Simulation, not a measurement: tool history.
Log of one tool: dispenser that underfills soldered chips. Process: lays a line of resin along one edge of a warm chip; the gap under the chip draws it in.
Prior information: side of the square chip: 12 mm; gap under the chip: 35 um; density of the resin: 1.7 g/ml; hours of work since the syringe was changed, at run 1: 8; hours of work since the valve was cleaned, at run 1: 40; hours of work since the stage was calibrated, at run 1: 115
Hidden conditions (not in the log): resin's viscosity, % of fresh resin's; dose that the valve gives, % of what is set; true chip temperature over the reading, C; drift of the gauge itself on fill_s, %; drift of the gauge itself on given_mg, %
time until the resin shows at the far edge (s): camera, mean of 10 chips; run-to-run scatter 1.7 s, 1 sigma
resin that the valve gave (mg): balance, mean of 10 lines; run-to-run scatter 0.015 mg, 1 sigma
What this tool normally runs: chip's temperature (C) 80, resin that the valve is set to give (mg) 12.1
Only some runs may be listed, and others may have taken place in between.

run,day,chip's temperature (C),resin that the valve is set to give (mg),hours of work since the syringe was changed,hours of work since the valve was cleaned,hours of work since the stage was calibrated,time until the resin shows at the far edge (s),resin that the valve gave (mg)
1,0,80,12.1,8,40,115,292.7,11.87
# day 0.146: new syringe of resin
2,0.183,80,12.1,1,43,118,174.5,11.87
3,0.4,80,12.1,4,47,122,227.8,11.84
# day 0.642: dispensing valve cleaned and set on the balance
4,0.733,80,12.1,10,2,127,323.4,12.07
# day 0.771: new syringe of resin
5,1.004,80,10.4,4,6,132,232,10.34
6,1.179,80,10.4,7,9,135,286.5,10.34
# day 1.358: new syringe of resin
7,1.417,69,12.1,1,13,139,250.3,12.01
8,1.688,68,12.1,6,18,144,358,12
9,1.888,68,12.1,9,22,147,460.7,11.97
# day 1.938: new syringe of resin
10,2.054,68,12.1,2,24,150,276,11.95
11,2.183,68,12.1,4,27,152,321.6,11.93
12,2.312,68,12.1,7,29,154,383,11.91
13,2.467,80,10.4,9,32,157,339.6,10.23
# day 2.525: new syringe of resin
14,2.738,80,10.4,4,36,162,223.3,10.22
15,2.896,80,10.4,7,39,165,275.5,10.2
16,3.088,80,12.4,10,42,168,339.9,12.17
# day 3.121: new syringe of resin
17,3.246,80,12.4,2,45,170,198.2,12.17
18,3.438,80,12.4,6,48,174,251.1,12.11
# day 3.608: dispensing valve cleaned and set on the balance
19,3.654,85,14.6,9,1,177,264.6,14.59
# day 3.75: new syringe of resin
20,3.821,85,14.6,1,4,180,153.1,14.57
21,4.1,85,14.6,6,8,185,218,14.51
22,4.242,85,14.6,9,11,187,266.5,14.54
# day 4.338: new syringe of resin
23,4.488,74,11.3,3,15,191,241.4,11.21
24,4.775,66,14.3,8,20,196,420.8,14.16
# day 4.929: new syringe of resin
25,4.954,82,14.3,0,23,199,159.2,14.13
26,5.258,73,14.5,6,29,205,302.1,14.3
# day 5.512: new syringe of resin
27,5.533,72,10.6,0,33,209,222.6,10.45
28,5.708,87,10.6,3,36,212,179.6,10.41
29,6.012,88,15.7,9,42,218,243.1,15.41
# day 6.096: new syringe of resin
30,6.162,72,12.1,1,44,220,230.2,11.87
31,6.292,75,13.1,3,46,223,245.1,12.81
32,6.488,74,14,7,50,226,321.6,13.72
# day 6.588: dispensing valve cleaned and set on the balance
# day 6.725: new syringe of resin
33,6.746,65,12.3,0,3,230,267.7,12.35
34,7.004,69,13.4,5,7,234,332.1,13.43
35,7.254,69,13.4,9,12,239,446,13.42
# day 7.321: new syringe of resin
36,7.429,66,15.5,2,15,242,287.4,15.51

Predict each of these 4 candidate next runs independently; none follows another, all start after run 36:
A,7.65,80,13.6,6,18,245,?,?
B,7.65,66,13.5,6,18,245,?,?
C,7.65,73,15.5,6,18,245,?,?
D,7.65,80,14.8,6,18,245,?,?

run,time until the resin shows at the far edge (s),resin that the valve gave (mg)
A,249,13.56
B,380.8,13.48
C,305.1,15.47
D,249.9,14.8
The same runs, with their run-to-run variation unchanged, on a tool lacking any hidden condition would have given:
run,time until the resin shows at the far edge (s),resin that the valve gave (mg)
A,159.5,13.59
B,243.5,13.51
C,195.3,15.51
D,160.1,14.84
